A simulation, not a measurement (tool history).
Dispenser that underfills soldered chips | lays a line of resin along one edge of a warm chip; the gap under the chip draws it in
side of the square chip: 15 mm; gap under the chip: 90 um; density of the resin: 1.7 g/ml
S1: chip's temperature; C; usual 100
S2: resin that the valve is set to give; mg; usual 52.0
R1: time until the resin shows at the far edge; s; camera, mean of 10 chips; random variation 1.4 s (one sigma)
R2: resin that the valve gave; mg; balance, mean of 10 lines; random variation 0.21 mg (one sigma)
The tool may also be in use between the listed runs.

run    day   S1    S2     R1     R2
  1  0.000  100  52.0  151.0  50.23
  2  0.217  105  52.0  163.4  50.18
  3  0.358  100  48.7  248.0  47.09
  4  0.571  100  48.7  161.2  46.65
  5  0.725  100  48.7  195.5  46.46
  6  0.946   85  52.0  499.9  49.51
  7  1.167   99  52.0  174.2  49.35
  8  1.433  100  52.0  241.3  49.09
  9  1.675  100  52.0  159.8  49.09
 10  1.850  100  52.0  201.4  49.11
 11  2.083  100  51.1  135.5  47.67
 12  2.229  100  51.1  164.5  47.62
 13  2.442  100  52.0  213.6  48.41
 14  2.554  100  52.0  251.3  48.44
 15  2.721  102  52.0  143.4  47.69
 16  2.921  100  52.0  205.7  48.04
 17  3.200  100  52.0  146.9  47.49
 18  3.379  100  52.0  173.9  52.14
 19  3.608   93  50.1  319.9  50.05
 20  3.871   87  47.8  283.3  47.48
 21  4.100   89  65.0  339.6  64.25
 22  4.383   89  65.0  244.5  64.75
 23  4.562   89  65.0  312.4  63.65
 24  4.683  111  65.0  142.6  63.78
 25  4.967   94  54.4  207.1  52.88
 26  5.083   94  54.4  245.7  52.77
 27  5.229   89  54.7  372.5  53.06
 28  5.404  100  46.7  146.2  45.17
 29  5.654   97  53.2  225.4  51.32
 30  5.921   97  53.2  153.6  51.03
 31  6.104   95  49.8  215.6  47.49
 32  6.217  111  49.8  129.0  47.80
 33  6.396  112  45.8  162.4  43.86
 34  6.571   96  53.2  186.2  50.45
 35  6.850  100  61.7  221.9  58.56

Not shown: 13 entries that the log had between the listed runs. Between which runs, and how does the tool's hidden state differ before and after?
Between runs 3 and 4: new syringe of resin (day 0.450)
  resin's viscosity, % of fresh resin's: 179.6 -> 116.4; dose that the valve gives, % of what is set: 96.21 -> 95.88; true chip temperature over the reading, C: 0.04 -> 0.05
  measured less the result without the state, R1: +111.0 -> +23.7 s; R2: -1.85 -> -2.00 mg
Between runs 6 and 7: new syringe of resin (day 1.000)
  resin's viscosity, % of fresh resin's: 190.1 -> 126.1; dose that the valve gives, % of what is set: 95.27 -> 94.9; true chip temperature over the reading, C: 0.08 -> 0.09
  measured less the result without the state, R1: +238.3 -> +36.6 s; R2: -2.46 -> -2.65 mg
Between runs 8 and 9: new syringe of resin (day 1.550)
  resin's viscosity, % of fresh resin's: 178.9 -> 118.1; dose that the valve gives, % of what is set: 94.48 -> 94.11; true chip temperature over the reading, C: 0.11 -> 0.13
  measured less the result without the state, R1: +107.1 -> +25.2 s; R2: -2.87 -> -3.07 mg
Between runs 10 and 11: new syringe of resin (day 2.083)
  resin's viscosity, % of fresh resin's: 148.7 -> 99.9; dose that the valve gives, % of what is set: 93.85 -> 93.49; true chip temperature over the reading, C: 0.14 -> 0.16
  measured less the result without the state, R1: +66.6 -> +0.7 s; R2: -3.21 -> -3.32 mg
Between runs 14 and 15: new syringe of resin (day 2.617)
  resin's viscosity, % of fresh resin's: 185.2 -> 115.6; dose that the valve gives, % of what is set: 92.75 -> 92.52; true chip temperature over the reading, C: 0.2 -> 0.21
  measured less the result without the state, R1: +116.5 -> +20.1 s; R2: -3.78 -> -3.85 mg
Between runs 16 and 17: new syringe of resin (day 3.146)
  resin's viscosity, % of fresh resin's: 150.5 -> 108.6; dose that the valve gives, % of what is set: 92.18 -> 91.73; true chip temperature over the reading, C: 0.22 -> 0.24
  measured less the result without the state, R1: +69.6 -> +12.4 s; R2: -4.08 -> -4.29 mg
Between runs 17 and 18: dispensing valve cleaned and set on the balance (day 3.329)
  resin's viscosity, % of fresh resin's: 108.6 -> 130.2; dose that the valve gives, % of what is set: 91.73 -> 100.19; true chip temperature over the reading, C: 0.24 -> 0.25
  measured less the result without the state, R1: +12.4 -> +38.8 s; R2: -4.29 -> +0.10 mg
Between runs 19 and 20: new syringe of resin (day 3.721)
  resin's viscosity, % of fresh resin's: 176.4 -> 121.6; dose that the valve gives, % of what is set: 99.83 -> 99.44; true chip temperature over the reading, C: 0.27 -> 0.28
  measured less the result without the state, R1: +136.6 -> +47.6 s; R2: -0.09 -> -0.27 mg
Between runs 21 and 22: new syringe of resin (day 4.267)
  resin's viscosity, % of fresh resin's: 164.3 -> 116.9; dose that the valve gives, % of what is set: 99.07 -> 98.63; true chip temperature over the reading, C: 0.3 -> 0.32
  measured less the result without the state, R1: +130.1 -> +32.3 s; R2: -0.60 -> -0.90 mg
Between runs 24 and 25: new syringe of resin (day 4.812)
  resin's viscosity, % of fresh resin's: 174.1 -> 122; dose that the valve gives, % of what is set: 98.11 -> 97.66; true chip temperature over the reading, C: 0.34 -> 0.37
  measured less the result without the state, R1: +59.5 -> +35.1 s; R2: -1.23 -> -1.26 mg
Between runs 27 and 28: new syringe of resin (day 5.358)
  resin's viscosity, % of fresh resin's: 172.8 -> 107.6; dose that the valve gives, % of what is set: 97.24 -> 97; true chip temperature over the reading, C: 0.39 -> 0.4
  measured less the result without the state, R1: +153.8 -> +9.1 s; R2: -1.50 -> -1.40 mg
Between runs 29 and 30: new syringe of resin (day 5.912)
  resin's viscosity, % of fresh resin's: 149.8 -> 102.7; dose that the valve gives, % of what is set: 96.6 -> 96.18; true chip temperature over the reading, C: 0.41 -> 0.43
  measured less the result without the state, R1: +73.0 -> +2.1 s; R2: -1.81 -> -2.03 mg
Between runs 33 and 34: new syringe of resin (day 6.458)
  resin's viscosity, % of fresh resin's: 192.4 -> 118.9; dose that the valve gives, % of what is set: 95.36 -> 95.09; true chip temperature over the reading, C: 0.47 -> 0.48
  measured less the result without the state, R1: +77.6 -> +27.5 s; R2: -2.14 -> -2.61 mg

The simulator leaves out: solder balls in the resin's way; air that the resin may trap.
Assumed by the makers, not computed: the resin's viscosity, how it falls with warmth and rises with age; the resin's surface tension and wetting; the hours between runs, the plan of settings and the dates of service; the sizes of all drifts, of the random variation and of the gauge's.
